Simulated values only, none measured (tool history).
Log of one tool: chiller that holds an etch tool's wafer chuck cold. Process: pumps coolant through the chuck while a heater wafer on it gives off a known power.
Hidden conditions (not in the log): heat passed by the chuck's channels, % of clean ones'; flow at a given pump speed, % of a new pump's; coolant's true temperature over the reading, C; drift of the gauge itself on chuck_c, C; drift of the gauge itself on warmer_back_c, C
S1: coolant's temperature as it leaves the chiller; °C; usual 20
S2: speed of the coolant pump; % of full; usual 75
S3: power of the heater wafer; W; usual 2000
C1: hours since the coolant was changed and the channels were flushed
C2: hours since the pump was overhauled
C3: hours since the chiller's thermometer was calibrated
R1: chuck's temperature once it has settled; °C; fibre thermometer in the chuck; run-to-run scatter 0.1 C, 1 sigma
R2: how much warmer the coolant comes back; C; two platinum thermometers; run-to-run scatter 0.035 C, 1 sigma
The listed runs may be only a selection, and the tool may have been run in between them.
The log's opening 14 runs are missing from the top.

run	hour	S1	S2	S3	C1	C2	C3	R1	R2
15	286	20	77	2000	2665	1383	92	35.1	5.83
16	307	20	77	2000	2686	1405	113	34.9	5.73
17	333.9	20	77	2000	2713	1431	140	34.9	5.79
18	353.5	20	77	2000	2732	1451	160	34.9	5.8
19	379.6	20	77	2000	2758	1477	186	35.1	5.91
20	397.1	16	74	2514	2776	1495	203	35.3	7.66
21	412.6	16	74	2514	2791	1510	219	35.4	7.66
22	425.2	11	74	2514	2804	1523	231	30.6	7.64
23	442.5	11	74	2514	2821	1540	249	30.3	7.68
24	461.1	11	74	2514	2840	1559	267	30.3	7.72
25	491.9	11	74	2514	2871	1589	298	30.3	7.78
26	508.8	17	67	1826	2887	1606	315	32.3	6.36
27	525.7	13	67	1253	2904	1623	332	23.6	4.41
28	555.8	24	81	1592	2934	1653	362	35.4	4.57
29	571.3	30	71	1559	2950	1669	377	42.4	5.16
30	590.1	20	93	1929	2969	1688	396	32.3	4.79
31	602.7	20	93	1929	2981	1700	409	32.3	4.76

4 options for the next run, each taken on its own from the tool as it stands now. Forecast them:
A	616.3	15	84	1090	2995	1714	423	?	?
B	616.3	10	87	1809	2995	1714	423	?	?
C	616.3	21	77	1216	2995	1714	423	?	?
D	616.3	20	67	1158	2995	1714	423	?	?

run	R1	R2
A	22.6	3.16
B	22.3	4.81
C	30.2	3.78
D	29.7	4.21
With the hidden condition removed and each run's random variation left untouched, the same runs would have given:
run	R1	R2
A	22.6	2.81
B	22.3	4.46
C	30.1	3.43
D	29.7	3.86
